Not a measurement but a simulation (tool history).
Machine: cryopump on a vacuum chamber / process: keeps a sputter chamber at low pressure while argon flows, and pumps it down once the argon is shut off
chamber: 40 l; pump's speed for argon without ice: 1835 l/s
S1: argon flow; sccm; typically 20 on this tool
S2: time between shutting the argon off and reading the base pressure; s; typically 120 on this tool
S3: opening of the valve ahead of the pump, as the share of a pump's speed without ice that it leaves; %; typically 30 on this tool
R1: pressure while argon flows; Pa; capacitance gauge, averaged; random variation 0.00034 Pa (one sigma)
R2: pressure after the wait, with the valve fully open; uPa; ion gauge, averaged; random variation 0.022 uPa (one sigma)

Run 1, hour 0.0: usual settings. Result: R1 0.0622 Pa, R2 1.46 uPa.
Run 2, hour 23.5: usual settings but S1 18 sccm. Result: R1 0.0559 Pa, R2 1.53 uPa.
Run 3, hour 42.0: usual settings but S1 18 sccm. Result: R1 0.0562 Pa, R2 1.46 uPa.
Run 4, hour 80.4: usual settings but S1 18 sccm. Result: R1 0.0557 Pa, R2 1.56 uPa.
Run 5, hour 105.1: usual settings but S3 57 %. Result: R1 0.0323 Pa, R2 1.57 uPa.
Run 6, hour 126.8: usual settings but S2 208 s, S3 57 %. Result: R1 0.0328 Pa, R2 1.42 uPa.
Run 7, hour 161.3: usual settings but S1 18 sccm. Result: R1 0.0561 Pa, R2 1.59 uPa.
Run 8, hour 182.1: usual settings but S1 14 sccm. Result: R1 0.0435 Pa, R2 1.71 uPa.
Run 9, hour 204.9: usual settings but S1 14 sccm. Result: R1 0.0435 Pa, R2 1.70 uPa.
Run 10, hour 222.0: usual settings but S1 14 sccm. Result: R1 0.0439 Pa, R2 1.77 uPa.
Run 11, hour 241.8: usual settings but S1 14 sccm. Result: R1 0.0437 Pa, R2 1.73 uPa.
Run 12, hour 267.5: usual settings but S1 14 sccm. Result: R1 0.0433 Pa, R2 1.73 uPa.
Run 13, hour 301.5: usual settings. Result: R1 0.0629 Pa, R2 1.78 uPa.
Run 14, hour 326.6: usual settings but S1 26 sccm, S2 21 s. Result: R1 0.0818 Pa, R2 2.31 uPa.
Run 15, hour 355.6: usual settings but S1 12 sccm, S2 46 s, S3 19 %. Result: R1 0.0588 Pa, R2 1.20 uPa.
Run 16, hour 393.6: usual settings but S1 12 sccm, S2 46 s, S3 19 %. Result: R1 0.0593 Pa, R2 1.25 uPa.
Run 17, hour 413.5: usual settings but S1 30 sccm, S2 46 s, S3 19 %. Result: R1 0.1478 Pa, R2 1.26 uPa.
Run 18, hour 446.0: usual settings but S1 30 sccm, S2 46 s, S3 25 %. Result: R1 0.1134 Pa, R2 1.24 uPa.
Run 19, hour 475.4: usual settings but S1 31 sccm, S2 129 s, S3 38 %. Result: R1 0.0783 Pa, R2 0.71 uPa.
Run 20, hour 513.7: usual settings but S1 10 sccm, S2 52 s, S3 27 %. Result: R1 0.0348 Pa, R2 1.32 uPa.
Run 21, hour 541.9: usual settings but S1 10 sccm, S2 52 s, S3 27 %. Result: R1 0.0355 Pa, R2 1.30 uPa.
Run 22, hour 558.0: usual settings but S1 10 sccm, S2 52 s, S3 27 %. Result: R1 0.0352 Pa, R2 1.31 uPa.
Run 23, hour 593.3: usual settings but S1 28 sccm, S2 154 s, S3 46 %. Result: R1 0.0607 Pa, R2 0.77 uPa.
Run 24, hour 619.6: usual settings but S1 36 sccm, S2 154 s, S3 28 %. Result: R1 0.1241 Pa, R2 0.84 uPa.
Run 25, hour 644.8: usual settings but S1 36 sccm, S2 154 s, S3 28 %. Result: R1 0.1245 Pa, R2 0.85 uPa.
Run 26, hour 669.6: usual settings but S1 36 sccm, S2 154 s, S3 28 %. Result: R1 0.1249 Pa, R2 0.89 uPa.

Removed from this log: 1 entry logged between the listed runs. Between which two listed runs does each belong, and how does the tool's hidden state at the listed run before it compare with that at the listed run after it?
Run 13 -> run 14: leaking fittings of the chamber tightened, without venting (hour 322.8)
  pump's speed, % of a pump's without ice: 93.1 -> 92.6; leak into the chamber, uPa l/s: 2484 -> 374
  measured result minus the result with no hidden state, R1: +0.0014 -> +0.0020 Pa; R2: +1.27 -> +0.06 uPa
